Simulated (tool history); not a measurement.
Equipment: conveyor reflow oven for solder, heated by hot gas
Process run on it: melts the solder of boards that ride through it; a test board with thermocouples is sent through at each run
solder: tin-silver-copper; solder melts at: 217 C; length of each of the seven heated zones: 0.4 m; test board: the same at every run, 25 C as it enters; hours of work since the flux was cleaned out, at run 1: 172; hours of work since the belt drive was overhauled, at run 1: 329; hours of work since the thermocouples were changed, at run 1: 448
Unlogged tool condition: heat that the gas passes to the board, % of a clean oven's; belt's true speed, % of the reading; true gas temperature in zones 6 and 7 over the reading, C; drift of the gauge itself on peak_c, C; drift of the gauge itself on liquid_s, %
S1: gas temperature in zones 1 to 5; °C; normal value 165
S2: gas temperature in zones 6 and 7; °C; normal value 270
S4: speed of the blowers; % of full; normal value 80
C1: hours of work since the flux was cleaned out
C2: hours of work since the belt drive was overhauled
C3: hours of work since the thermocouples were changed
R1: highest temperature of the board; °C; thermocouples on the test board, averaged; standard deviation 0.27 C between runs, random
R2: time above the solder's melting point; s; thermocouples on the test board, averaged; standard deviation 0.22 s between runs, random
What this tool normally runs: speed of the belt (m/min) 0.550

run 1 hour=0.0 | S1=165 S2=270 speed_of_the_belt_(m/min)=0.550 S4=80 | C1=172 C2=329 C3=448 | R1=259.7 R2=68.8
run 2 hour=32.6 | S1=165 S2=270 speed_of_the_belt_(m/min)=0.550 S4=80 | C1=190 C2=347 C3=466 | R1=259.7 R2=69.3
run 3 hour=49.6 | S1=178 S2=270 speed_of_the_belt_(m/min)=0.550 S4=80 | C1=199 C2=356 C3=475 | R1=261.1 R2=74.8
run 4 hour=66.6 | S1=178 S2=270 speed_of_the_belt_(m/min)=0.550 S4=80 | C1=208 C2=365 C3=485 | R1=260.8 R2=74.3
-- hour=79.5 flux residue cleaned out of gas plates and filters
run 5 hour=91.3 | S1=178 S2=270 speed_of_the_belt_(m/min)=0.550 S4=80 | C1=6 C2=376 C3=495 | R1=261.8 R2=74.9
run 6 hour=119.1 | S1=178 S2=270 speed_of_the_belt_(m/min)=0.550 S4=80 | C1=22 C2=391 C3=511 | R1=261.7 R2=74.8
run 7 hour=144.0 | S1=178 S2=270 speed_of_the_belt_(m/min)=0.550 S4=80 | C1=35 C2=405 C3=524 | R1=261.3 R2=75.2
run 8 hour=160.2 | S1=178 S2=270 speed_of_the_belt_(m/min)=0.550 S4=80 | C1=44 C2=414 C3=533 | R1=261.2 R2=75.1
run 9 hour=188.7 | S1=178 S2=270 speed_of_the_belt_(m/min)=0.550 S4=80 | C1=60 C2=429 C3=549 | R1=261.8 R2=75.0
-- hour=195.4 belt drive overhauled, speed set with a stopwatch
run 10 hour=223.8 | S1=177 S2=270 speed_of_the_belt_(m/min)=0.550 S4=80 | C1=77 C2=16 C3=566 | R1=261.4 R2=74.8
run 11 hour=238.0 | S1=165 S2=270 speed_of_the_belt_(m/min)=0.550 S4=80 | C1=84 C2=23 C3=573 | R1=260.6 R2=69.8
run 12 hour=259.8 | S1=165 S2=270 speed_of_the_belt_(m/min)=0.550 S4=80 | C1=96 C2=35 C3=585 | R1=259.8 R2=69.8
run 13 hour=289.6 | S1=165 S2=270 speed_of_the_belt_(m/min)=0.550 S4=80 | C1=113 C2=52 C3=602 | R1=260.1 R2=69.7
-- hour=302.1 belt drive overhauled, speed set with a stopwatch, once more
run 14 hour=324.8 | S1=162 S2=263 speed_of_the_belt_(m/min)=0.484 S4=61 | C1=130 C2=12 C3=619 | R1=254.6 R2=74.0
run 15 hour=353.6 | S1=162 S2=280 speed_of_the_belt_(m/min)=0.500 S4=67 | C1=145 C2=28 C3=634 | R1=270.2 R2=82.1
run 16 hour=379.6 | S1=162 S2=280 speed_of_the_belt_(m/min)=0.500 S4=67 | C1=160 C2=42 C3=648 | R1=270.1 R2=81.4
run 17 hour=400.7 | S1=152 S2=260 speed_of_the_belt_(m/min)=0.627 S4=80 | C1=171 C2=54 C3=660 | R1=245.5 R2=45.5
run 18 hour=417.9 | S1=177 S2=262 speed_of_the_belt_(m/min)=0.502 S4=51 | C1=181 C2=63 C3=669 | R1=253.0 R2=75.1
run 19 hour=443.8 | S1=173 S2=274 speed_of_the_belt_(m/min)=0.460 S4=61 | C1=195 C2=77 C3=684 | R1=267.0 R2=92.1
run 20 hour=461.9 | S1=173 S2=274 speed_of_the_belt_(m/min)=0.460 S4=61 | C1=205 C2=87 C3=693 | R1=267.3 R2=91.6
-- hour=479.0 flux residue cleaned out of gas plates and filters
run 21 hour=496.0 | S1=173 S2=274 speed_of_the_belt_(m/min)=0.460 S4=61 | C1=9 C2=103 C3=709 | R1=267.4 R2=91.5
run 22 hour=517.4 | S1=160 S2=270 speed_of_the_belt_(m/min)=0.550 S4=75 | C1=21 C2=115 C3=721 | R1=259.5 R2=67.1
run 23 hour=538.7 | S1=172 S2=270 speed_of_the_belt_(m/min)=0.634 S4=56 | C1=33 C2=127 C3=733 | R1=253.6 R2=56.5

Consider 4 possible next runs. They are alternatives, not a sequence: every one starts from the tool as it was left by run 23. What does each give?
run A hour=560.2 | S1=165 S2=267 speed_of_the_belt_(m/min)=0.634 S4=56 | C1=44 C2=138 C3=744 | R1=? R2=?
run B hour=560.2 | S1=172 S2=271 speed_of_the_belt_(m/min)=0.634 S4=52 | C1=44 C2=138 C3=744 | R1=? R2=?
run C hour=560.2 | S1=165 S2=270 speed_of_the_belt_(m/min)=0.550 S4=80 | C1=44 C2=138 C3=744 | R1=? R2=?
run D hour=560.2 | S1=179 S2=281 speed_of_the_belt_(m/min)=0.485 S4=56 | C1=44 C2=138 C3=744 | R1=? R2=?

run=A R1=249.7 R2=51.8
run=B R1=253.6 R2=56.4
run=C R1=260.8 R2=69.8
run=D R1=273.1 R2=92.0
Had the tool no hidden state, the same runs would have come out as:
run=A R1=248.2 R2=50.6
run=B R1=252.2 R2=55.3
run=C R1=259.2 R2=68.7
run=D R1=271.4 R2=90.9

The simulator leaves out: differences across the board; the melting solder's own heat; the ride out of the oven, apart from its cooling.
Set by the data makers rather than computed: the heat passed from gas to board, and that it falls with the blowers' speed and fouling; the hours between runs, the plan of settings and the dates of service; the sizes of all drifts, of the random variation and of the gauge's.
